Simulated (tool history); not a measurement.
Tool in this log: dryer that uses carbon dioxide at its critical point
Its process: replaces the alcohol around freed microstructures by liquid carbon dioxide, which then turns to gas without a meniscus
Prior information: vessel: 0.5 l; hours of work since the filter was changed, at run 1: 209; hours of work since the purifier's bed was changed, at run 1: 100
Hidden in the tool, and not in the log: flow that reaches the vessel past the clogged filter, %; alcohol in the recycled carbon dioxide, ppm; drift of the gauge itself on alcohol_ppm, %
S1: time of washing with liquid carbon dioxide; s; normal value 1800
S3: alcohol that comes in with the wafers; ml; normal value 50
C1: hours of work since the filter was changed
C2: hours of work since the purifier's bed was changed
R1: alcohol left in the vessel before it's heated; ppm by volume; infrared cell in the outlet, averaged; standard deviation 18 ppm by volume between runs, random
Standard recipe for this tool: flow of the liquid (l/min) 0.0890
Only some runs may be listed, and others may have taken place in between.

{"run": 1, "hour": 0.0, "S1": 1800, "flow of the liquid (l/min)": 0.089, "S3": 50, "C1": 209, "C2": 100, "R1": 1438}
{"run": 2, "hour": 26.0, "S1": 1800, "flow of the liquid (l/min)": 0.089, "S3": 50, "C1": 223, "C2": 114, "R1": 1478}
{"run": 3, "hour": 40.0, "S1": 1800, "flow of the liquid (l/min)": 0.089, "S3": 50, "C1": 230, "C2": 121, "R1": 1453}
{"run": 4, "hour": 58.1, "S1": 1800, "flow of the liquid (l/min)": 0.089, "S3": 50, "C1": 240, "C2": 131, "R1": 1480}
{"run": 5, "hour": 76.5, "S1": 1800, "flow of the liquid (l/min)": 0.087, "S3": 50, "C1": 250, "C2": 141, "R1": 1655}
{"run": 6, "hour": 99.4, "S1": 1800, "flow of the liquid (l/min)": 0.089, "S3": 50, "C1": 262, "C2": 153, "R1": 1498}
{"run": 7, "hour": 122.8, "S1": 1800, "flow of the liquid (l/min)": 0.0964, "S3": 50, "C1": 275, "C2": 166, "R1": 1073}
{"run": 8, "hour": 151.6, "S1": 1800, "flow of the liquid (l/min)": 0.089, "S3": 26, "C1": 291, "C2": 181, "R1": 803}
{"run": 9, "hour": 168.1, "S1": 1800, "flow of the liquid (l/min)": 0.089, "S3": 42, "C1": 300, "C2": 190, "R1": 1322}
{"run": 10, "hour": 196.6, "S1": 1800, "flow of the liquid (l/min)": 0.089, "S3": 42, "C1": 315, "C2": 206, "R1": 1294}
{"run": 11, "hour": 223.6, "S1": 1800, "flow of the liquid (l/min)": 0.089, "S3": 42, "C1": 329, "C2": 220, "R1": 1374}
{"run": 12, "hour": 244.4, "S1": 1800, "flow of the liquid (l/min)": 0.089, "S3": 50, "C1": 341, "C2": 231, "R1": 1641}
{"hour": 268.5, "done": "inlet filter changed"}
{"run": 13, "hour": 269.3, "S1": 1440, "flow of the liquid (l/min)": 0.089, "S3": 50, "C1": 0, "C2": 244, "R1": 2896}
{"run": 14, "hour": 294.2, "S1": 1440, "flow of the liquid (l/min)": 0.089, "S3": 50, "C1": 14, "C2": 258, "R1": 2882}
{"run": 15, "hour": 322.1, "S1": 1440, "flow of the liquid (l/min)": 0.089, "S3": 50, "C1": 29, "C2": 273, "R1": 2885}
{"run": 16, "hour": 343.4, "S1": 1440, "flow of the liquid (l/min)": 0.089, "S3": 50, "C1": 40, "C2": 284, "R1": 2974}
{"run": 17, "hour": 368.9, "S1": 1200, "flow of the liquid (l/min)": 0.089, "S3": 50, "C1": 54, "C2": 298, "R1": 5380}
{"run": 18, "hour": 381.6, "S1": 1800, "flow of the liquid (l/min)": 0.0734, "S3": 50, "C1": 61, "C2": 305, "R1": 2617}
{"run": 19, "hour": 408.8, "S1": 1800, "flow of the liquid (l/min)": 0.0734, "S3": 50, "C1": 76, "C2": 320, "R1": 2588}
{"run": 20, "hour": 429.7, "S1": 1800, "flow of the liquid (l/min)": 0.0734, "S3": 50, "C1": 87, "C2": 331, "R1": 2632}
{"run": 21, "hour": 453.6, "S1": 1800, "flow of the liquid (l/min)": 0.0734, "S3": 50, "C1": 100, "C2": 344, "R1": 2676}
{"run": 22, "hour": 478.4, "S1": 1800, "flow of the liquid (l/min)": 0.089, "S3": 50, "C1": 113, "C2": 357, "R1": 1347}
{"run": 23, "hour": 499.0, "S1": 1800, "flow of the liquid (l/min)": 0.089, "S3": 50, "C1": 124, "C2": 368, "R1": 1342}
{"run": 24, "hour": 527.8, "S1": 2520, "flow of the liquid (l/min)": 0.131, "S3": 69, "C1": 140, "C2": 384, "R1": 58}
{"run": 25, "hour": 551.0, "S1": 2520, "flow of the liquid (l/min)": 0.131, "S3": 69, "C1": 152, "C2": 396, "R1": 51}
{"run": 26, "hour": 576.5, "S1": 2400, "flow of the liquid (l/min)": 0.0757, "S3": 53, "C1": 166, "C2": 410, "R1": 789}
{"run": 27, "hour": 596.4, "S1": 1200, "flow of the liquid (l/min)": 0.0692, "S3": 63, "C1": 177, "C2": 421, "R1": 13249}
{"run": 28, "hour": 615.0, "S1": 1200, "flow of the liquid (l/min)": 0.0692, "S3": 63, "C1": 187, "C2": 431, "R1": 13207}
{"run": 29, "hour": 634.9, "S1": 1200, "flow of the liquid (l/min)": 0.0692, "S3": 63, "C1": 198, "C2": 441, "R1": 13091}
{"run": 30, "hour": 658.9, "S1": 1800, "flow of the liquid (l/min)": 0.0629, "S3": 77, "C1": 210, "C2": 454, "R1": 7274}
{"run": 31, "hour": 680.6, "S1": 1800, "flow of the liquid (l/min)": 0.0629, "S3": 34, "C1": 222, "C2": 466, "R1": 3303}
{"run": 32, "hour": 692.5, "S1": 1800, "flow of the liquid (l/min)": 0.0629, "S3": 34, "C1": 229, "C2": 473, "R1": 3239}
{"run": 33, "hour": 706.1, "S1": 1560, "flow of the liquid (l/min)": 0.1047, "S3": 69, "C1": 236, "C2": 480, "R1": 1871}
{"run": 34, "hour": 731.6, "S1": 1380, "flow of the liquid (l/min)": 0.1388, "S3": 69, "C1": 250, "C2": 494, "R1": 969}
{"run": 35, "hour": 760.2, "S1": 1440, "flow of the liquid (l/min)": 0.089, "S3": 50, "C1": 265, "C2": 509, "R1": 3399}
{"run": 36, "hour": 784.8, "S1": 2820, "flow of the liquid (l/min)": 0.1154, "S3": 96, "C1": 278, "C2": 522, "R1": 85}
{"run": 37, "hour": 804.3, "S1": 1800, "flow of the liquid (l/min)": 0.089, "S3": 64, "C1": 289, "C2": 533, "R1": 1975}
{"run": 38, "hour": 825.3, "S1": 1800, "flow of the liquid (l/min)": 0.089, "S3": 39, "C1": 300, "C2": 544, "R1": 1198}
{"run": 39, "hour": 849.6, "S1": 2820, "flow of the liquid (l/min)": 0.0606, "S3": 39, "C1": 313, "C2": 557, "R1": 867}
{"run": 40, "hour": 871.5, "S1": 2820, "flow of the liquid (l/min)": 0.0606, "S3": 39, "C1": 325, "C2": 569, "R1": 887}
{"run": 41, "hour": 896.9, "S1": 2160, "flow of the liquid (l/min)": 0.0784, "S3": 39, "C1": 339, "C2": 583, "R1": 991}
{"hour": 925.6, "done": "inlet filter changed"}
{"run": 42, "hour": 926.9, "S1": 2160, "flow of the liquid (l/min)": 0.0784, "S3": 39, "C1": 1, "C2": 598, "R1": 763}
{"run": 43, "hour": 954.1, "S1": 2100, "flow of the liquid (l/min)": 0.1028, "S3": 82, "C1": 15, "C2": 613, "R1": 486}
{"run": 44, "hour": 967.5, "S1": 2100, "flow of the liquid (l/min)": 0.1028, "S3": 82, "C1": 23, "C2": 620, "R1": 496}
{"run": 45, "hour": 988.8, "S1": 2100, "flow of the liquid (l/min)": 0.1028, "S3": 82, "C1": 34, "C2": 632, "R1": 508}
{"run": 46, "hour": 1008.2, "S1": 2100, "flow of the liquid (l/min)": 0.1028, "S3": 82, "C1": 44, "C2": 642, "R1": 522}

Each row is a separate what-if for the run after 46, all from the same tool condition, not one after another. Results?
{"run": "A", "hour": 1029.3, "S1": 1920, "flow of the liquid (l/min)": 0.1482, "S3": 25, "C1": 56, "C2": 654, "R1": "?"}
{"run": "B", "hour": 1029.3, "S1": 1800, "flow of the liquid (l/min)": 0.0676, "S3": 118, "C1": 56, "C2": 654, "R1": "?"}
{"run": "C", "hour": 1029.3, "S1": 1680, "flow of the liquid (l/min)": 0.0883, "S3": 26, "C1": 56, "C2": 654, "R1": "?"}
{"run": "D", "hour": 1029.3, "S1": 2400, "flow of the liquid (l/min)": 0.1028, "S3": 61, "C1": 56, "C2": 654, "R1": "?"}

run=A R1=88
run=B R1=8148
run=C R1=957
run=D R1=203
Stripped of hidden state, with their random variation kept, the same runs would have yielded:
run=A R1=31
run=B R1=7642
run=C R1=843
run=D R1=133

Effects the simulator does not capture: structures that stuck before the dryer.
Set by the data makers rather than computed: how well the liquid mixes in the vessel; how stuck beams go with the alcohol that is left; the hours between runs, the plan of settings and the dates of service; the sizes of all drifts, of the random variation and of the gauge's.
